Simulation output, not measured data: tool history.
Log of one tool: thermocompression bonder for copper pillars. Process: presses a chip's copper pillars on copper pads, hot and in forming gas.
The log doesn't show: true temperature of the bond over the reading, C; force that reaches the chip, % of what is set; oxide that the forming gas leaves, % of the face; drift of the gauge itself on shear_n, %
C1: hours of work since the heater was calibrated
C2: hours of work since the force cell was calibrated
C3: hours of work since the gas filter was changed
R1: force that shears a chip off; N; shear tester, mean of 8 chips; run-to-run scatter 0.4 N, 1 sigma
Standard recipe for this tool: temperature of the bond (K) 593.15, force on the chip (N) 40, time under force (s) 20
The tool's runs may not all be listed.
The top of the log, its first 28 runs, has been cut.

{"hour": 211.2, "done": "forming gas filter changed"}
{"run": 29, "hour": 214.2, "temperature of the bond (K)": 609.15, "force on the chip (N)": 42, "time under force (s)": 19, "C1": 186, "C2": 610, "C3": 1, "R1": 65}
{"run": 30, "hour": 220.1, "temperature of the bond (K)": 609.15, "force on the chip (N)": 42, "time under force (s)": 30, "C1": 188, "C2": 612, "C3": 4, "R1": 75.1}
{"run": 31, "hour": 228.3, "temperature of the bond (K)": 609.15, "force on the chip (N)": 42, "time under force (s)": 30, "C1": 192, "C2": 615, "C3": 7, "R1": 74.6}
{"run": 32, "hour": 234.1, "temperature of the bond (K)": 609.15, "force on the chip (N)": 42, "time under force (s)": 30, "C1": 194, "C2": 618, "C3": 9, "R1": 74.1}
{"run": 33, "hour": 241.6, "temperature of the bond (K)": 593.15, "force on the chip (N)": 32, "time under force (s)": 20, "C1": 197, "C2": 621, "C3": 12, "R1": 44.9}
{"run": 34, "hour": 247.5, "temperature of the bond (K)": 612.15, "force on the chip (N)": 40, "time under force (s)": 33, "C1": 200, "C2": 623, "C3": 15, "R1": 76.5}
{"run": 35, "hour": 258.0, "temperature of the bond (K)": 593.15, "force on the chip (N)": 45, "time under force (s)": 15, "C1": 204, "C2": 627, "C3": 19, "R1": 53.1}
{"run": 36, "hour": 265.6, "temperature of the bond (K)": 593.15, "force on the chip (N)": 54, "time under force (s)": 15, "C1": 207, "C2": 630, "C3": 22, "R1": 61.5}

4 options for the next run, each taken on its own from the tool as it stands now. Forecast them:
{"run": "A", "hour": 275.9, "temperature of the bond (K)": 581.15, "force on the chip (N)": 42, "time under force (s)": 15, "C1": 211, "C2": 635, "C3": 26, "R1": "?"}
{"run": "B", "hour": 275.9, "temperature of the bond (K)": 593.15, "force on the chip (N)": 41, "time under force (s)": 15, "C1": 211, "C2": 635, "C3": 26, "R1": "?"}
{"run": "C", "hour": 275.9, "temperature of the bond (K)": 563.15, "force on the chip (N)": 27, "time under force (s)": 16, "C1": 211, "C2": 635, "C3": 26, "R1": "?"}
{"run": "D", "hour": 275.9, "temperature of the bond (K)": 598.15, "force on the chip (N)": 40, "time under force (s)": 20, "C1": 211, "C2": 635, "C3": 26, "R1": "?"}

run=A R1=43.2
run=B R1=49.8
run=C R1=22.8
run=D R1=57.6
What these runs would have given with no unlogged condition in the tool:
run=A R1=43.1
run=B R1=49.8
run=C R1=22.8
run=D R1=57.5
